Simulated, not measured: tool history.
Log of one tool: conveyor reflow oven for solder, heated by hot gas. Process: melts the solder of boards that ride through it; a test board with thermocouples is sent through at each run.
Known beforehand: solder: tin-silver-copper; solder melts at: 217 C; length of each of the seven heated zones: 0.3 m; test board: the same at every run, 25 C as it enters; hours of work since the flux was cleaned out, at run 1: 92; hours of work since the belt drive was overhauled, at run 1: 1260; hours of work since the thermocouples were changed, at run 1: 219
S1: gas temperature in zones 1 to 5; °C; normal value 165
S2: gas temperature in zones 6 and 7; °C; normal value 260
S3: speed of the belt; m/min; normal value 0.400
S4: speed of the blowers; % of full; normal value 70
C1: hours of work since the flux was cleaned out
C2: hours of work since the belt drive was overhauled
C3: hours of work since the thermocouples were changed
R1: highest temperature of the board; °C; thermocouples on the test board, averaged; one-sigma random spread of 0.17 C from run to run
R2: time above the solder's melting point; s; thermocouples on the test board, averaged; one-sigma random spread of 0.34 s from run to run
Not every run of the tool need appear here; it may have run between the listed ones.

run,day,S1,S2,S3,S4,C1,C2,C3,R1,R2
1,0.000,165,260,0.400,70,92,1260,219,241.9,53.5
2,1.388,165,260,0.400,68,117,1285,244,241.2,52.3
3,2.704,156,260,0.400,70,141,1309,267,239.7,48.0
4,3.571,156,260,0.400,70,156,1325,283,239.9,47.7
# day 4.579: flux residue cleaned out of gas plates and filters
5,5.146,156,260,0.400,70,10,1349,308,241.2,50.1
6,6.458,156,260,0.400,70,34,1373,332,240.8,50.1
7,8.250,165,260,0.400,70,66,1406,364,242.7,54.8
8,9.833,156,251,0.463,59,95,1434,393,223.0,13.9
9,11.683,165,260,0.380,77,129,1468,426,246.1,63.8
10,13.504,165,263,0.378,88,161,1501,459,251.3,69.3
# day 14.267: flux residue cleaned out of gas plates and filters
11,15.371,165,263,0.378,88,20,1531,489,252.2,72.0
12,16.746,165,263,0.378,88,45,1556,514,252.3,70.9
13,18.200,165,263,0.378,88,71,1582,540,252.0,71.3
14,18.992,159,263,0.378,88,86,1596,555,251.1,68.5

Consider 5 possible next runs. They are alternatives, not a sequence: every one starts from the tool as it was left by run 14. What does each give?
A,19.825,161,260,0.442,53,101,1611,570,?,?
B,19.825,179,263,0.400,70,101,1611,570,?,?
C,19.825,165,269,0.400,54,101,1611,570,?,?
D,19.825,159,253,0.378,81,101,1611,570,?,?
E,19.825,165,260,0.337,70,101,1611,570,?,?

run,R1,R2
A,230.5,29.7
B,248.3,67.3
C,244.0,54.2
D,240.8,56.1
E,248.4,75.8
With the hidden condition removed and each run's random variation left untouched, the same runs would have given:
run,R1,R2
A,228.9,26.3
B,246.8,64.1
C,242.3,50.8
D,239.4,52.9
E,246.9,72.2
